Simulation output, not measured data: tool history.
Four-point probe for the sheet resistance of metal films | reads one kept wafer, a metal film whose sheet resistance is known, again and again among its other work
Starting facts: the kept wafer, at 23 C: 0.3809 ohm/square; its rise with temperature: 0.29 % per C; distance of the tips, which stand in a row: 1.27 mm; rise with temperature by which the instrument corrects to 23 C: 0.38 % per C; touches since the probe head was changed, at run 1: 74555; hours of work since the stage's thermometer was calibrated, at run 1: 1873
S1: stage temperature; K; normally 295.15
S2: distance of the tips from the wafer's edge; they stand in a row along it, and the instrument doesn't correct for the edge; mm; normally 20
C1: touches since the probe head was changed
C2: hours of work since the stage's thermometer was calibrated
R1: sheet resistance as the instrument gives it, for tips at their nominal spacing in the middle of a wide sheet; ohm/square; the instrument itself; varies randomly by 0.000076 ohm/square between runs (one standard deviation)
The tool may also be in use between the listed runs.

Run 1, hour 0.0: usual settings; C1 74555; C2 1873. Result: R1 0.382172 ohm/square.
Run 2, hour 40.4: usual settings but S2 4 mm; C1 76055; C2 1892. Result: R1 0.401191 ohm/square.
Run 3, hour 80.6: usual settings; C1 77552; C2 1912. Result: R1 0.382282 ohm/square.
Run 4, hour 132.0: usual settings; C1 79462; C2 1936. Result: R1 0.382459 ohm/square.
Run 5, hour 157.4: usual settings but S2 6 mm; C1 80407; C2 1948. Result: R1 0.390605 ohm/square.
Run 6, hour 200.6: usual settings but S2 6 mm; C1 82012; C2 1969. Result: R1 0.390880 ohm/square.
Run 7, hour 227.7: usual settings but S2 6 mm; C1 83022; C2 1982. Result: R1 0.390697 ohm/square.
Run 8, hour 264.0: usual settings; C1 84373; C2 1999. Result: R1 0.382490 ohm/square.
Run 9, hour 302.7: usual settings; C1 85811; C2 2017. Result: R1 0.382617 ohm/square.
Run 10, hour 330.3: usual settings; C1 86837; C2 2031. Result: R1 0.382534 ohm/square.
Run 11, hour 373.0: usual settings; C1 88425; C2 2051. Result: R1 0.382704 ohm/square.
At hour 378.5: stage's thermometer calibrated.
Run 12, hour 418.6: usual settings but S1 299.15 K; C1 90103; C2 19. Result: R1 0.381381 ohm/square.
Run 13, hour 456.3: usual settings but S1 299.15 K; C1 91504; C2 37. Result: R1 0.381529 ohm/square.
Run 14, hour 499.1: usual settings but S2 41 mm; C1 93094; C2 57. Result: R1 0.382288 ohm/square.
Run 15, hour 545.3: usual settings but S2 41 mm; C1 94813; C2 80. Result: R1 0.382317 ohm/square.
Run 16, hour 579.7: usual settings but S2 41 mm; C1 96092; C2 96. Result: R1 0.382285 ohm/square.
Run 17, hour 607.5: usual settings but S2 41 mm; C1 97124; C2 109. Result: R1 0.382269 ohm/square.
Run 18, hour 662.3: usual settings; C1 99162; C2 135. Result: R1 0.382958 ohm/square.
Run 19, hour 686.5: usual settings; C1 100065; C2 147. Result: R1 0.383140 ohm/square.
At hour 698.0: stage's thermometer calibrated, once more.
Run 20, hour 738.2: usual settings but S2 28 mm; C1 101967; C2 19. Result: R1 0.382446 ohm/square.
Run 21, hour 792.3: usual settings but S1 297.15 K, S2 3 mm; C1 103978; C2 45. Result: R1 0.414533 ohm/square.
Run 22, hour 837.5: usual settings but S1 297.15 K, S2 4 mm; C1 105660; C2 66. Result: R1 0.400897 ohm/square.
Run 23, hour 860.3: usual settings but S1 297.15 K, S2 4 mm; C1 106508; C2 77. Result: R1 0.400959 ohm/square.
Run 24, hour 914.1: usual settings but S1 297.15 K, S2 4 mm; C1 108509; C2 103. Result: R1 0.400992 ohm/square.
Run 25, hour 955.8: usual settings but S1 297.15 K, S2 4 mm; C1 110060; C2 123. Result: R1 0.401051 ohm/square.
Run 26, hour 978.8: usual settings but S1 301.15 K, S2 37 mm; C1 110915; C2 134. Result: R1 0.380275 ohm/square.
Run 27, hour 1020.6: usual settings but S1 303.15 K, S2 40 mm; C1 112467; C2 154. Result: R1 0.379786 ohm/square.
Run 28, hour 1059.6: usual settings but S1 306.15 K, S2 41 mm; C1 113918; C2 172. Result: R1 0.378763 ohm/square.
Run 29, hour 1083.3: usual settings but S1 299.15 K, S2 51 mm; C1 114800; C2 184. Result: R1 0.381021 ohm/square.
Run 30, hour 1123.8: usual settings but S1 292.15 K, S2 12 mm; C1 116305; C2 203. Result: R1 0.385633 ohm/square.
Run 31, hour 1168.2: usual settings but S1 292.15 K, S2 12 mm; C1 117957; C2 224. Result: R1 0.385652 ohm/square.
Run 32, hour 1191.2: usual settings but S1 292.15 K, S2 3 mm; C1 118812; C2 235. Result: R1 0.416820 ohm/square.
Run 33, hour 1231.9: usual settings but S1 292.15 K, S2 13 mm; C1 120324; C2 254. Result: R1 0.385396 ohm/square.
Run 34, hour 1284.6: usual settings but S1 292.15 K, S2 13 mm; C1 122285; C2 280. Result: R1 0.385430 ohm/square.
Run 35, hour 1340.5: usual settings but S1 292.15 K, S2 13 mm; C1 124364; C2 306. Result: R1 0.385430 ohm/square.
Run 36, hour 1394.8: usual settings but S1 299.15 K, S2 34 mm; C1 126382; C2 332. Result: R1 0.381472 ohm/square.
Run 37, hour 1419.7: usual settings but S1 303.15 K; C1 127307; C2 344. Result: R1 0.380669 ohm/square.
Run 38, hour 1443.4: usual settings but S1 296.15 K, S2 18 mm; C1 128190; C2 355. Result: R1 0.383284 ohm/square.
Run 39, hour 1488.0: usual settings but S1 291.15 K, S2 18 mm; C1 129846; C2 377. Result: R1 0.385101 ohm/square.
Run 40, hour 1515.9: usual settings but S1 301.15 K; C1 130883; C2 390. Result: R1 0.381373 ohm/square.

Predict each of these 5 candidate next runs independently; none follows another, all start after run 40:
Run A, hour 1561.6: usual settings but S1 300.15 K, S2 22 mm; C1 132584; C2 412. Result: R1 ?.
Run B, hour 1561.6: usual settings but S1 299.15 K; C1 132584; C2 412. Result: R1 ?.
Run C, hour 1561.6: usual settings but S1 301.15 K, S2 9 mm; C1 132584; C2 412. Result: R1 ?.
Run D, hour 1561.6: usual settings but S1 294.15 K, S2 65 mm; C1 132584; C2 412. Result: R1 ?.
Run E, hour 1561.6: usual settings but S1 300.15 K, S2 3 mm; C1 132584; C2 412. Result: R1 ?.

run        R1
  A  0.381685
  B  0.382082
  C  0.384721
  D  0.382960
  E  0.414145
The same runs, with their run-to-run variation unchanged, on a tool lacking any hidden condition would have given:
run        R1
  A  0.380295
  B  0.380691
  C  0.383322
  D  0.381566
  E  0.412648
